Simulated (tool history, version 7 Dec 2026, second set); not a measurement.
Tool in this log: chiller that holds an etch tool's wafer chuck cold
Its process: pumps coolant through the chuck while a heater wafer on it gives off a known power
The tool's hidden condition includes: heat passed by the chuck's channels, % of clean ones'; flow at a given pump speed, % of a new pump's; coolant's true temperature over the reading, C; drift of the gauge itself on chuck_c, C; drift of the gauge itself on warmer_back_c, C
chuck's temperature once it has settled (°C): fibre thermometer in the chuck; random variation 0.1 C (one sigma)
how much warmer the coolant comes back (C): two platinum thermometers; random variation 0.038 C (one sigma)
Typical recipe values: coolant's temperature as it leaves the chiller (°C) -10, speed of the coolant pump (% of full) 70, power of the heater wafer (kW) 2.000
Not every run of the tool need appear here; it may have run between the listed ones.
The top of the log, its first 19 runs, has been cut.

run    hour  coolant's temperature as it leaves the chiller (°C)  speed of the coolant pump (% of full)  power of the heater wafer (kW)  hours since the coolant was changed and the channels were flushed  hours since the pump was overhauled  hours since the chiller's thermometer was calibrated  chuck's temperature once it has settled (°C)  how much warmer the coolant comes back (C)
 20  1066.8                                                  -15                                     65                           1.343                                                               5114                                 1555                                                  5675                                          -2.2                                        5.68
 21  1121.2                                                   -9                                     68                           2.000                                                               5168                                 1609                                                  5730                                           9.5                                        7.99
 22  1196.4                                                   -9                                     68                           2.000                                                               5243                                 1684                                                  5805                                           9.3                                        8.09
 23  1238.6                                                   -9                                     73                           2.207                                                               5285                                 1726                                                  5847                                          10.3                                        8.20
     1273.3  -- chiller's thermometer calibrated
 24  1313.4                                                  -10                                     86                           2.000                                                               5359                                 1800                                                    40                                           5.6                                        6.26
 25  1351.7                                                   -3                                     61                           2.000                                                               5397                                 1838                                                    78                                          17.0                                        9.16
 26  1429.0                                                   -3                                     61                           2.000                                                               5475                                 1916                                                   156                                          17.0                                        9.12
 27  1505.8                                                   -4                                     73                           1.772                                                               5551                                 1992                                                   232                                          11.7                                        6.78
 28  1552.3                                                   -4                                     73                           1.772                                                               5598                                 2039                                                   279                                          11.6                                        6.78
 29  1592.0                                                    0                                     92                           1.772                                                               5638                                 2079                                                   319                                          13.2                                        5.28
 30  1663.5                                                  -10                                     87                           1.820                                                               5709                                 2150                                                   390                                           4.0                                        5.76
 31  1729.6                                                  -10                                     87                           1.820                                                               5775                                 2216                                                   456                                           4.2                                        5.80

Below are 4 alternative next runs, each starting from the tool's condition after run 31. Predict each:
  A  1791.6                                                  -14                                     68                           2.000                                                               5837                                 2278                                                   518                                             ?                                           ?
  B  1791.6                                                   -5                                     64                           1.079                                                               5837                                 2278                                                   518                                             ?                                           ?
  C  1791.6                                                   -8                                     71                           1.607                                                               5837                                 2278                                                   518                                             ?                                           ?
  D  1791.6                                                  -18                                     72                           2.109                                                               5837                                 2278                                                   518                                             ?                                           ?

run  chuck's temperature once it has settled (°C)  how much warmer the coolant comes back (C)
  A                                           4.6                                        8.26
  B                                           5.3                                        4.97
  C                                           6.5                                        6.48
  D                                           0.7                                        8.23
The same runs, with their run-to-run variation unchanged, on a tool lacking any hidden condition would have given:
run  chuck's temperature once it has settled (°C)  how much warmer the coolant comes back (C)
  A                                           4.6                                        7.85
  B                                           5.2                                        4.56
  C                                           6.5                                        6.07
  D                                           0.7                                        7.82
